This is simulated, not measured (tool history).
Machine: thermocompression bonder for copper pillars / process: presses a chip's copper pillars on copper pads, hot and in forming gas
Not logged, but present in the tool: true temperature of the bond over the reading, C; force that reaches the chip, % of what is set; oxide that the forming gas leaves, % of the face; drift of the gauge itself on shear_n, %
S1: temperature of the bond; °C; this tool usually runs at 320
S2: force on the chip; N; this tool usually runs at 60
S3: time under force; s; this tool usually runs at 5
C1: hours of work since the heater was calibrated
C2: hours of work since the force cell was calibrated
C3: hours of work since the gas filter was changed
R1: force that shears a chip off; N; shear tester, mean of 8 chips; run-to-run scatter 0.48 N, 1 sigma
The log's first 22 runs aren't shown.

run	day	S1	S2	S3	C1	C2	C3	R1
23	26.867	318	50	3	737	948	98	71.4
24	28.521	318	66	13	760	970	120	124.9
# day 28.742: force cell calibrated
25	30.062	318	69	7	780	18	140	114.5
26	31.812	343	69	3	804	42	164	109.7
27	33.362	343	60	6	825	63	185	116.1
28	34.838	343	60	6	845	83	205	117.3
29	36.425	329	37	10	866	105	227	88.8
30	37.779	293	50	11	885	123	245	85.7
31	39.204	293	50	11	904	142	265	86
32	40.975	298	60	14	928	166	289	108.7
33	41.854	298	60	14	940	178	301	108.2
34	42.958	304	67	9	955	193	316	109.2
35	43.975	331	64	6	969	207	329	113.8
36	44.704	336	47	3	979	217	339	79
37	46.321	321	80	4	1001	239	361	111.7
# day 46.471: forming gas filter changed
38	48.117	321	56	15	1025	263	22	120.1
39	49.05	332	60	7	1038	276	35	114.2
40	50.529	332	60	7	1058	296	55	114.8

Branching from run 40: 3 alternative next runs. What would each branch give?
A	51.912	332	60	4	1077	315	74	?
B	51.912	315	60	3	1077	315	74	?
C	51.912	332	40	7	1077	315	74	?

run	R1
A	101.1
B	81.4
C	87.5
With the hidden condition removed and each run's random variation left untouched, the same runs would have given:
run	R1
A	101
B	81.2
C	87.3
